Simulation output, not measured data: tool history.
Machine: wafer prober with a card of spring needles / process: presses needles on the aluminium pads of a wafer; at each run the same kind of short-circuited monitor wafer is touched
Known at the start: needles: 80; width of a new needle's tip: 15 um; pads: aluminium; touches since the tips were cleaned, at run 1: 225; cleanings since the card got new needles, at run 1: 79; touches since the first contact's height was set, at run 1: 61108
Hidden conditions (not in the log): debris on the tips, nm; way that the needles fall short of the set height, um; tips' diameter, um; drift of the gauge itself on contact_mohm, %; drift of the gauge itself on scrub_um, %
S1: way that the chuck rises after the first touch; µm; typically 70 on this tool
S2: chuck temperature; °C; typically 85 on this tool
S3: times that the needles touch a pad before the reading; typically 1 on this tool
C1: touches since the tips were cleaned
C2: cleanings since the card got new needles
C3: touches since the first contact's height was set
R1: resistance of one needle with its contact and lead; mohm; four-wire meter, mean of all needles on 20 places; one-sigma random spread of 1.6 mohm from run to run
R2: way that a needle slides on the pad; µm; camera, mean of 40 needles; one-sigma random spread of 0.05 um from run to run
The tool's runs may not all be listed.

run   hour  S1  S2  S3    C1   C2     C3   R1     R2
  1      0  70  85   1   225   79  61108  164  17.91
         5  -- tips cleaned on abrasive film
        10  -- tips cleaned on abrasive film
        15  -- tips cleaned on abrasive film
      21.3  -- tips cleaned on abrasive film
      26.3  -- tips cleaned on abrasive film
      31.3  -- tips cleaned on abrasive film
      36.3  -- tips cleaned on abrasive film
      41.3  -- tips cleaned on abrasive film
      47.6  -- tips cleaned on abrasive film
      52.6  -- tips cleaned on abrasive film
      57.6  -- tips cleaned on abrasive film
  2   60.7  70  85   1  1241   90  85118  181  17.73
      63.3  -- tips cleaned on abrasive film
      69.5  -- tips cleaned on abrasive film
      74.5  -- tips cleaned on abrasive film
      79.5  -- tips cleaned on abrasive film
      85.8  -- tips cleaned on abrasive film
      90.8  -- tips cleaned on abrasive film
      95.8  -- tips cleaned on abrasive film
  3     96  70  85   1    79   97  99056  161  17.67
       101  -- tips cleaned on abrasive film
       106  -- tips cleaned on abrasive film
       111  -- tips cleaned on abrasive film
     116.1  -- tips cleaned on abrasive film
     118.8  -- height of the first contact set anew
     121.4  -- tips cleaned on abrasive film
     126.4  -- tips cleaned on abrasive film
     131.4  -- tips cleaned on abrasive film
     136.4  -- tips cleaned on abrasive film
  4  139.1  51  85   1  1072  105   8002  207  12.17
     141.6  -- tips cleaned on abrasive film
     146.7  -- tips cleaned on abrasive film
     151.7  -- tips cleaned on abrasive film
     156.7  -- tips cleaned on abrasive film
     161.7  -- tips cleaned on abrasive film
     166.7  -- tips cleaned on abrasive film
     171.7  -- tips cleaned on abrasive film
       178  -- tips cleaned on abrasive film
  5  180.8  70  85   1  1159  113  24510  182  16.97
     183.4  -- tips cleaned on abrasive film
     188.4  -- tips cleaned on abrasive film
     194.7  -- tips cleaned on abrasive film
     199.7  -- tips cleaned on abrasive film
     205.9  -- tips cleaned on abrasive film
  6  207.7  70  26   1   714  118  35122  165  16.94
     211.5  -- tips cleaned on abrasive film
     216.5  -- tips cleaned on abrasive film
     221.5  -- tips cleaned on abrasive film
     226.5  -- tips cleaned on abrasive film
     231.5  -- tips cleaned on abrasive film
     236.5  -- tips cleaned on abrasive film
     242.8  -- tips cleaned on abrasive film
       249  -- tips cleaned on abrasive film
       254  -- tips cleaned on abrasive film
  7  254.5  70  26   1   173  127  53609  154  16.77
     259.5  -- tips cleaned on abrasive film
     264.5  -- tips cleaned on abrasive film
     270.7  -- tips cleaned on abrasive film
       277  -- tips cleaned on abrasive film
       282  -- tips cleaned on abrasive film
       287  -- tips cleaned on abrasive film
  8  291.1  70  26   1  1648  133  68126  179  16.73
     292.4  -- tips cleaned on abrasive film
     297.5  -- tips cleaned on abrasive film
     303.7  -- tips cleaned on abrasive film
     308.7  -- tips cleaned on abrasive film
       315  -- tips cleaned on abrasive film
     321.2  -- tips cleaned on abrasive film
     326.2  -- tips cleaned on abrasive film
  9  326.3  70  26   1    13  140  82002  150  16.62

What will run 10 give?
     331.3  -- tips cleaned on abrasive film
     336.4  -- tips cleaned on abrasive film
     342.6  -- tips cleaned on abrasive film
     347.6  -- tips cleaned on abrasive film
     352.6  -- tips cleaned on abrasive film
     357.6  -- tips cleaned on abrasive film
     362.7  -- tips cleaned on abrasive film
     367.7  -- tips cleaned on abrasive film
 10  370.6  70  26   1  1176  148  99543   ?   ?

For run 10 the tool returned R1 177 mohm, R2 16.38 µm.
Take away the tool's hidden state, keep the run-to-run variation as it was, and the same run would have given R1 146 mohm, R2 18.22 µm.

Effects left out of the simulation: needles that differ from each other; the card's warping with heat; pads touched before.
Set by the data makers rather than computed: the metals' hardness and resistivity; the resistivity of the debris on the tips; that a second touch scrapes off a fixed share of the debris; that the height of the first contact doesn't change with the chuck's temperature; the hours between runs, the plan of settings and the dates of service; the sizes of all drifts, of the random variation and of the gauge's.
